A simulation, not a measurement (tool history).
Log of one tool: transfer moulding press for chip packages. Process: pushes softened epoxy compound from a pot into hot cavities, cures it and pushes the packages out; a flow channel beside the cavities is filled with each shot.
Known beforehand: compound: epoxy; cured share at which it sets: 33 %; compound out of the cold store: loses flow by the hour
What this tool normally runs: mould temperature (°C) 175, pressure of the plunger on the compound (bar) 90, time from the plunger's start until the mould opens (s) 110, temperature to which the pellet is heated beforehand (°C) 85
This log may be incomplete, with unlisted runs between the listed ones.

| run | day | mould temperature (°C) | pressure of the plunger on the compound (bar) | time from the plunger's start until the mould opens (s) | temperature to which the pellet is heated beforehand (°C) | incoming compound's hours out of the cold store | length that the compound runs in the flow channel (mm) | greatest force on the pins that push the packages out (N) |
|---|---|---|---|---|---|---|---|---|
| 1 | 0 | 175 | 90 | 110 | 85 | 23 | 630 | 625 |
|  | 0.438 | cavities cleaned with cleaning compound and waxed |
| 2 | 0.696 | 175 | 90 | 110 | 85 | 45.3 | 595 | 610 |
| 3 | 1.079 | 175 | 90 | 110 | 85 | 47.5 | 588 | 587 |
| 4 | 1.754 | 175 | 92.7 | 110 | 85 | 23.3 | 642 | 603 |
| 5 | 2.642 | 175 | 92.7 | 110 | 85 | 39.1 | 618 | 626 |
| 6 | 3.246 | 175 | 72.2 | 110 | 85 | 22.7 | 576 | 619 |
| 7 | 4.038 | 175 | 68.7 | 110 | 85 | 44.7 | 520 | 584 |
|  | 4.233 | cavities cleaned with cleaning compound and waxed |
| 8 | 4.546 | 175 | 90 | 110 | 85 | 39.8 | 606 | 621 |
| 9 | 4.954 | 175 | 87.2 | 110 | 85 | 37.4 | 599 | 595 |
| 10 | 5.633 | 175 | 87.2 | 110 | 85 | 35.8 | 604 | 627 |
| 11 | 6.121 | 175 | 87.2 | 110 | 85 | 47.2 | 582 | 628 |
| 12 | 7.029 | 175 | 90 | 110 | 85 | 33.4 | 626 | 627 |
| 13 | 7.833 | 175 | 90 | 110 | 85 | 17.1 | 653 | 633 |
|  | 8.054 | cavities cleaned with cleaning compound and waxed |
| 14 | 8.817 | 175 | 90 | 110 | 85 | 22.5 | 642 | 629 |
| 15 | 9.338 | 170 | 87.3 | 144 | 81 | 33 | 618 | 548 |
| 16 | 9.762 | 175 | 90 | 110 | 88 | 34.3 | 607 | 610 |
| 17 | 10.188 | 175 | 90 | 110 | 88 | 36.8 | 599 | 583 |
| 18 | 10.617 | 175 | 94.2 | 110 | 83 | 20.2 | 664 | 631 |
|  | 10.883 | plunger's sealing rings changed |
|  | 11.375 | mould's thermocouples calibrated |
| 19 | 11.388 | 175 | 94.2 | 110 | 83 | 46.9 | 601 | 622 |
|  | 12.046 | cavities cleaned with cleaning compound and waxed |
| 20 | 12.046 | 170 | 78.9 | 150 | 88 | 34.3 | 595 | 512 |
| 21 | 12.629 | 170 | 78.9 | 150 | 88 | 39.6 | 578 | 511 |
| 22 | 13.417 | 170 | 78.9 | 150 | 88 | 37 | 585 | 503 |
| 23 | 14.029 | 170 | 78.9 | 150 | 88 | 20.1 | 614 | 525 |
| 24 | 14.771 | 170 | 75 | 107 | 88 | 8.6 | 630 | 974 |
| 25 | 15.471 | 170 | 77.9 | 101 | 88 | 17.4 | 617 | 1105 |
|  | 15.833 | cavities cleaned with cleaning compound and waxed |
| 26 | 15.917 | 170 | 98.2 | 101 | 82 | 18.8 | 687 | 1071 |
| 27 | 16.717 | 170 | 98.2 | 98 | 85 | 36.9 | 652 | 1088 |

What if the next run were any one of these 5? Each begins from the tool's condition after run 27:
| A | 17.608 | 169 | 90 | 110 | 85 | 28.6 | ? | ? |
| B | 17.608 | 175 | 73.1 | 121 | 85 | 12.2 | ? | ? |
| C | 17.608 | 182 | 90 | 110 | 94 | 16.3 | ? | ? |
| D | 17.608 | 170 | 77.4 | 98 | 85 | 39.9 | ? | ? |
| E | 17.608 | 175 | 90 | 95 | 85 | 19.4 | ? | ? |

| run | length that the compound runs in the flow channel (mm) | greatest force on the pins that push the packages out (N) |
|---|---|---|
| A | 639 | 935 |
| B | 597 | 570 |
| C | 633 | 480 |
| D | 576 | 1086 |
| E | 650 | 826 |
What these runs would have given with no unlogged condition in the tool:
| run | length that the compound runs in the flow channel (mm) | greatest force on the pins that push the packages out (N) |
|---|---|---|
| A | 640 | 922 |
| B | 597 | 562 |
| C | 633 | 473 |
| D | 576 | 1070 |
| E | 650 | 814 |

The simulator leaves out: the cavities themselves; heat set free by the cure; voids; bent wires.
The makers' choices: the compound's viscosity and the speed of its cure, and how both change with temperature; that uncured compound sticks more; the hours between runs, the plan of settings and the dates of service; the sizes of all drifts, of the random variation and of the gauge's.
